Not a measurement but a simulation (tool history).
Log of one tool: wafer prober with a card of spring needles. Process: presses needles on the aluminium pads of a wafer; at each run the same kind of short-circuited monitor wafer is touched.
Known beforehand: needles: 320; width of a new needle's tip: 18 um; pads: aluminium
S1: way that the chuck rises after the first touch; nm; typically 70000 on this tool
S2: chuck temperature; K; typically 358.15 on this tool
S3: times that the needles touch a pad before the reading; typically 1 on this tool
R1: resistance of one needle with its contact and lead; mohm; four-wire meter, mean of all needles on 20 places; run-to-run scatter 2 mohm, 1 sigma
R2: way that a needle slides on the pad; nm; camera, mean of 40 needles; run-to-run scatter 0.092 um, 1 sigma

run,hour,S1,S2,S3,R1,R2
1,0.0,70000,358.15,1,248,12950
# hour 3.7: tips cleaned on abrasive film
# hour 13.7: tips cleaned on abrasive film
2,21.2,70000,358.15,1,248,12990
# hour 23.5: tips cleaned on abrasive film
# hour 33.0: tips cleaned on abrasive film
# hour 42.9: tips cleaned on abrasive film
# hour 53.1: tips cleaned on abrasive film
3,56.4,57000,358.15,1,246,10270
# hour 62.6: tips cleaned on abrasive film
# hour 62.9: height of the first contact set anew
# hour 72.5: tips cleaned on abrasive film
# hour 81.9: tips cleaned on abrasive film
4,81.9,70000,358.15,1,226,13640
# hour 91.8: tips cleaned on abrasive film
# hour 100.5: tips cleaned on abrasive film
5,107.3,50000,358.15,1,265,9840
# hour 109.5: tips cleaned on abrasive film
# hour 119.2: tips cleaned on abrasive film
6,126.3,50000,358.15,1,275,9680
# hour 128.5: tips cleaned on abrasive film
# hour 137.2: tips cleaned on abrasive film
# hour 147.5: tips cleaned on abrasive film
7,154.5,50000,358.15,1,268,9640
# hour 156.3: tips cleaned on abrasive film
# hour 166.2: tips cleaned on abrasive film
# hour 175.9: tips cleaned on abrasive film
# hour 186.0: tips cleaned on abrasive film
8,189.4,50000,358.15,1,251,9550
# hour 195.2: tips cleaned on abrasive film
# hour 204.8: tips cleaned on abrasive film
9,210.7,70000,358.15,1,241,13380
# hour 214.4: tips cleaned on abrasive film
# hour 223.7: tips cleaned on abrasive film
# hour 233.5: tips cleaned on abrasive film
# hour 242.8: tips cleaned on abrasive film
10,242.8,70000,358.15,1,221,13240
# hour 253.0: tips cleaned on abrasive film
# hour 261.6: tips cleaned on abrasive film
# hour 271.2: tips cleaned on abrasive film
11,273.4,70000,358.15,1,232,13250
# hour 282.0: tips cleaned on abrasive film
# hour 292.3: tips cleaned on abrasive film
12,292.6,70000,358.15,1,224,13160
# hour 302.7: tips cleaned on abrasive film
# hour 312.6: tips cleaned on abrasive film
13,312.6,70000,348.15,1,222,13170
# hour 321.3: tips cleaned on abrasive film
# hour 330.0: tips cleaned on abrasive film
14,332.7,90000,358.15,1,226,17190
# hour 339.2: tips cleaned on abrasive film
# hour 349.5: tips cleaned on abrasive film
# hour 359.7: tips cleaned on abrasive film
15,360.5,90000,358.15,1,227,16980
# hour 368.5: tips cleaned on abrasive film
# hour 378.8: tips cleaned on abrasive film
# hour 388.9: tips cleaned on abrasive film
16,394.8,88000,372.15,1,233,16710
# hour 398.7: tips cleaned on abrasive film
# hour 408.6: tips cleaned on abrasive film
# hour 418.8: tips cleaned on abrasive film
17,423.0,88000,372.15,1,232,16630
# hour 429.4: tips cleaned on abrasive film
# hour 440.1: tips cleaned on abrasive film
18,445.9,88000,372.15,1,239,16450
# hour 450.2: tips cleaned on abrasive film
# hour 459.3: tips cleaned on abrasive film
# hour 469.4: tips cleaned on abrasive film
19,477.9,70000,333.15,1,252,13040
# hour 480.1: tips cleaned on abrasive film
# hour 490.0: tips cleaned on abrasive film
# hour 500.0: tips cleaned on abrasive film
20,500.7,70000,333.15,1,223,13010
# hour 509.1: tips cleaned on abrasive film
# hour 518.1: tips cleaned on abrasive film
21,518.1,77000,356.15,2,221,14310
# hour 528.2: tips cleaned on abrasive film
# hour 536.9: height of the first contact set anew
# hour 539.2: tips cleaned on abrasive film
# hour 549.5: tips cleaned on abrasive film
22,550.4,77000,356.15,2,226,15030
# hour 559.1: tips cleaned on abrasive film
# hour 569.1: tips cleaned on abrasive film
# hour 579.4: tips cleaned on abrasive film
23,584.1,63000,324.15,2,228,12120
# hour 588.5: tips cleaned on abrasive film
# hour 597.1: tips cleaned on abrasive film
24,605.5,60000,326.15,2,238,11620
# hour 607.6: tips cleaned on abrasive film
# hour 617.8: tips cleaned on abrasive film
# hour 627.9: tips cleaned on abrasive film
# hour 638.6: tips cleaned on abrasive film
25,639.7,89000,314.15,3,209,17170
# hour 647.4: tips cleaned on abrasive film
26,655.6,77000,358.15,2,236,14890
# hour 657.8: tips cleaned on abrasive film
# hour 668.6: tips cleaned on abrasive film
# hour 677.3: tips cleaned on abrasive film
27,682.5,83000,300.15,2,217,16200
# hour 686.9: tips cleaned on abrasive film
# hour 695.5: tips cleaned on abrasive film
28,700.3,70000,351.15,3,227,13460

Predict each of these 4 candidate next runs independently; none follows another, all start after run 28:
# hour 706.1: tips cleaned on abrasive film
# hour 716.0: tips cleaned on abrasive film
A,716.7,70000,392.15,1,?,?
# hour 706.1: tips cleaned on abrasive film
# hour 716.0: tips cleaned on abrasive film
B,716.7,81000,334.15,1,?,?
# hour 706.1: tips cleaned on abrasive film
# hour 716.0: tips cleaned on abrasive film
C,716.7,52000,316.15,3,?,?
# hour 706.1: tips cleaned on abrasive film
# hour 716.0: tips cleaned on abrasive film
D,716.7,70000,304.15,1,?,?

run,R1,R2
A,238,13300
B,223,15640
C,220,9780
D,217,13320
Stripped of hidden state, with their random variation kept, the same runs would have yielded:
run,R1,R2
A,229,13620
B,216,15960
C,213,10090
D,208,13640

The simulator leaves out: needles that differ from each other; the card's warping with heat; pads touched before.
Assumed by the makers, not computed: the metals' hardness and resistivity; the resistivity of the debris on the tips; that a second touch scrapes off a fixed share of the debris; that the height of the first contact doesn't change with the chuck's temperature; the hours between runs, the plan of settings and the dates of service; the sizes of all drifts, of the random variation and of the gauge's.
